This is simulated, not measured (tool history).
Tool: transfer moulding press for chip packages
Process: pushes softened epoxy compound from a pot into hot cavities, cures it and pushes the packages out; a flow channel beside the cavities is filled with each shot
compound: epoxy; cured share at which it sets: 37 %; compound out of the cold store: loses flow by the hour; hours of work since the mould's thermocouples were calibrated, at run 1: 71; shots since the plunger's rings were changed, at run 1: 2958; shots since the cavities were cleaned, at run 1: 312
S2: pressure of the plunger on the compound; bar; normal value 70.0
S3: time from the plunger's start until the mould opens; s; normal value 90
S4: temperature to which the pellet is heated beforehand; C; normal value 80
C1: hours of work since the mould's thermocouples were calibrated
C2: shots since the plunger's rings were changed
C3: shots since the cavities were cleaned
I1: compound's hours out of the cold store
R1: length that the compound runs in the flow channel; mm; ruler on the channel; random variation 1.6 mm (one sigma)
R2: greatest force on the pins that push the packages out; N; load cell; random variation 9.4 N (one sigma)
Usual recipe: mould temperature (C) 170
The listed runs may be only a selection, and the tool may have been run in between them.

run 1 hour=0.0 | mould_temperature_(C)=170 S2=70.0 S3=90 S4=80 | C1=71 C2=2958 C3=312 | I1=36.5 | R1=531 R2=713
-- hour=17.4 cavities cleaned with cleaning compound and waxed
run 2 hour=28.2 | mould_temperature_(C)=170 S2=70.0 S3=90 S4=80 | C1=87 C2=3284 C3=131 | I1=21.3 | R1=563 R2=960
run 3 hour=54.7 | mould_temperature_(C)=170 S2=70.0 S3=90 S4=80 | C1=102 C2=3609 C3=456 | I1=25.0 | R1=554 R2=965
-- hour=61.5 cavities cleaned with cleaning compound and waxed
run 4 hour=73.6 | mould_temperature_(C)=170 S2=70.0 S3=80 S4=80 | C1=113 C2=3822 C3=148 | I1=26.9 | R1=546 R2=817
run 5 hour=89.6 | mould_temperature_(C)=170 S2=70.0 S3=80 S4=80 | C1=122 C2=4018 C3=344 | I1=34.2 | R1=527 R2=1043
-- hour=104.8 cavities cleaned with cleaning compound and waxed
-- hour=115.2 plunger's sealing rings changed
run 6 hour=123.7 | mould_temperature_(C)=170 S2=70.0 S3=80 S4=80 | C1=140 C2=104 C3=201 | I1=40.5 | R1=546 R2=852
run 7 hour=140.8 | mould_temperature_(C)=170 S2=70.0 S3=80 S4=80 | C1=151 C2=312 C3=409 | I1=20.1 | R1=591 R2=1149
-- hour=151.1 cavities cleaned with cleaning compound and waxed
run 8 hour=161.2 | mould_temperature_(C)=170 S2=70.0 S3=90 S4=80 | C1=162 C2=543 C3=123 | I1=44.4 | R1=535 R2=564
run 9 hour=188.8 | mould_temperature_(C)=170 S2=70.0 S3=90 S4=80 | C1=178 C2=881 C3=461 | I1=42.3 | R1=534 R2=796
-- hour=194.6 cavities cleaned with cleaning compound and waxed
-- hour=198.5 cavities cleaned with cleaning compound and waxed, once more
run 10 hour=222.6 | mould_temperature_(C)=170 S2=70.0 S3=90 S4=79 | C1=197 C2=1258 C3=296 | I1=12.3 | R1=602 R2=812
-- hour=241.5 cavities cleaned with cleaning compound and waxed
run 11 hour=250.7 | mould_temperature_(C)=170 S2=70.0 S3=90 S4=79 | C1=213 C2=1583 C3=113 | I1=47.8 | R1=521 R2=568
run 12 hour=278.3 | mould_temperature_(C)=170 S2=70.0 S3=90 S4=80 | C1=229 C2=1920 C3=450 | I1=30.7 | R1=555 R2=828
-- hour=286.3 cavities cleaned with cleaning compound and waxed
run 13 hour=296.9 | mould_temperature_(C)=170 S2=70.0 S3=90 S4=80 | C1=239 C2=2129 C3=129 | I1=15.0 | R1=588 R2=666
run 14 hour=314.4 | mould_temperature_(C)=170 S2=70.0 S3=90 S4=85 | C1=250 C2=2343 C3=343 | I1=17.5 | R1=583 R2=808
-- hour=330.8 cavities cleaned with cleaning compound and waxed
run 15 hour=343.5 | mould_temperature_(C)=166 S2=59.2 S3=89 S4=73 | C1=266 C2=2680 C3=155 | I1=23.3 | R1=534 R2=961
run 16 hour=358.9 | mould_temperature_(C)=166 S2=59.2 S3=89 S4=73 | C1=275 C2=2869 C3=344 | I1=22.7 | R1=532 R2=1192
-- hour=374.7 cavities cleaned with cleaning compound and waxed
run 17 hour=388.3 | mould_temperature_(C)=166 S2=59.2 S3=89 S4=73 | C1=292 C2=3211 C3=167 | I1=16.3 | R1=545 R2=1026
run 18 hour=407.0 | mould_temperature_(C)=166 S2=59.2 S3=89 S4=73 | C1=303 C2=3438 C3=394 | I1=34.1 | R1=504 R2=1170
-- hour=419.4 cavities cleaned with cleaning compound and waxed
run 19 hour=428.6 | mould_temperature_(C)=171 S2=63.8 S3=71 S4=84 | C1=315 C2=3684 C3=112 | I1=47.4 | R1=478 R2=960
run 20 hour=448.2 | mould_temperature_(C)=170 S2=70.0 S3=90 S4=75 | C1=327 C2=3923 C3=351 | I1=17.8 | R1=569 R2=876
-- hour=462.9 cavities cleaned with cleaning compound and waxed
run 21 hour=472.3 | mould_temperature_(C)=169 S2=74.6 S3=107 S4=80 | C1=340 C2=4200 C3=114 | I1=27.2 | R1=563 R2=459
-- hour=482.7 plunger's sealing rings changed
run 22 hour=495.8 | mould_temperature_(C)=169 S2=74.6 S3=107 S4=80 | C1=353 C2=160 C3=371 | I1=22.6 | R1=614 R2=650
-- hour=510.7 cavities cleaned with cleaning compound and waxed
run 23 hour=521.5 | mould_temperature_(C)=163 S2=70.0 S3=90 S4=83 | C1=367 C2=456 C3=131 | I1=24.8 | R1=607 R2=1104
run 24 hour=542.9 | mould_temperature_(C)=165 S2=63.0 S3=73 S4=70 | C1=380 C2=718 C3=393 | I1=29.0 | R1=557 R2=2084
-- hour=554.0 cavities cleaned with cleaning compound and waxed
run 25 hour=566.8 | mould_temperature_(C)=174 S2=67.0 S3=104 S4=83 | C1=394 C2=991 C3=156 | I1=17.2 | R1=573 R2=422
run 26 hour=591.9 | mould_temperature_(C)=170 S2=70.0 S3=130 S4=78 | C1=409 C2=1299 C3=464 | I1=23.2 | R1=578 R2=533
-- hour=596.8 cavities cleaned with cleaning compound and waxed
run 27 hour=608.1 | mould_temperature_(C)=170 S2=70.0 S3=130 S4=78 | C1=417 C2=1479 C3=139 | I1=33.6 | R1=556 R2=409
run 28 hour=626.0 | mould_temperature_(C)=162 S2=68.0 S3=90 S4=86 | C1=428 C2=1697 C3=357 | I1=39.5 | R1=556 R2=1457

3 options for the next run, each taken on its own from the tool as it stands now. Forecast them:
-- hour=641.0 cavities cleaned with cleaning compound and waxed
run A hour=652.7 | mould_temperature_(C)=162 S2=68.0 S3=82 S4=86 | C1=443 C2=2005 C3=143 | I1=13.8 | R1=? R2=?
-- hour=641.0 cavities cleaned with cleaning compound and waxed
run B hour=652.7 | mould_temperature_(C)=171 S2=70.0 S3=90 S4=80 | C1=443 C2=2005 C3=143 | I1=10.0 | R1=? R2=?
-- hour=641.0 cavities cleaned with cleaning compound and waxed
run C hour=652.7 | mould_temperature_(C)=166 S2=79.0 S3=90 S4=73 | C1=443 C2=2005 C3=143 | I1=21.1 | R1=? R2=?

run=A R1=615 R2=1449
run=B R1=603 R2=648
run=C R1=629 R2=952
With no hidden state in the tool, these same runs would have given:
run=A R1=627 R2=901
run=B R1=616 R2=395
run=C R1=643 R2=574
